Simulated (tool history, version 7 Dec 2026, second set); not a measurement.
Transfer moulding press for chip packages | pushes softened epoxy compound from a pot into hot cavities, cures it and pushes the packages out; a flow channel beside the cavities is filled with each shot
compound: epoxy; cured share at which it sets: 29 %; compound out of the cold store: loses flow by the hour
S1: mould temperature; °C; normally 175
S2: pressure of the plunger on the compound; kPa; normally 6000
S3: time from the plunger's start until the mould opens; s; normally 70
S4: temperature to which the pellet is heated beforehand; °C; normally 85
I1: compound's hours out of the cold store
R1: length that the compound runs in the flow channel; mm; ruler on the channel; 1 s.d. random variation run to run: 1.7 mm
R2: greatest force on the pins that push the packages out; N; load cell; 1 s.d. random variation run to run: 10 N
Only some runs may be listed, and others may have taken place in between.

run   hour   S1    S2  S3  S4    I1   R1   R2
  1    0.0  175  6000  70  85  19.8  711  470
  2    9.1  175  6000  70  85  29.0  693  449
      19.9  -- cavities cleaned with cleaning compound and waxed
  3   23.7  175  7070  70  85  15.8  785  447
  4   40.6  175  6780  70  85  13.5  774  469
  5   49.7  175  6000  70  85  16.6  717  467
  6   60.4  174  6000  70  85  13.5  728  494
      77.1  -- cavities cleaned with cleaning compound and waxed
  7   77.2  174  6000  70  85  36.8  683  477
  8   93.2  174  6000  70  85  34.5  686  484
  9  110.8  174  6000  70  85  30.4  693  482
 10  119.8  174  6000  70  85  34.0  686  500
     134.4  -- cavities cleaned with cleaning compound and waxed
 11  134.4  175  6000  70  95  22.5  706  451
 12  147.6  175  6000  70  95  32.9  685  467
 13  157.2  175  6000  70  95  34.8  682  451
 14  165.1  175  6000  70  95  20.2  707  452
 15  178.1  176  6060  70  85  34.8  683  435
     190.9  -- cavities cleaned with cleaning compound and waxed
 16  190.9  169  6000  68  85  16.5  732  733
 17  199.6  175  4600  86  85  34.4  599  376
 18  209.3  175  4600  86  85  46.6  579  377
 19  222.8  175  4600  86  85  48.0  575  386
     231.6  -- plunger's sealing rings changed
 20  234.8  175  4600  86  85  19.2  624  376
 21  244.9  173  5690  70  79  11.3  715  547

Expected results for the next run?
     250.2  -- cavities cleaned with cleaning compound and waxed
 22  263.2  173  4710  78  83  35.6   ?   ?

Run 22 produced R1 608 mm, R2 424 N.
The same run, on a tool lacking any hidden state, would have yielded R1 608 mm, R2 421 N.
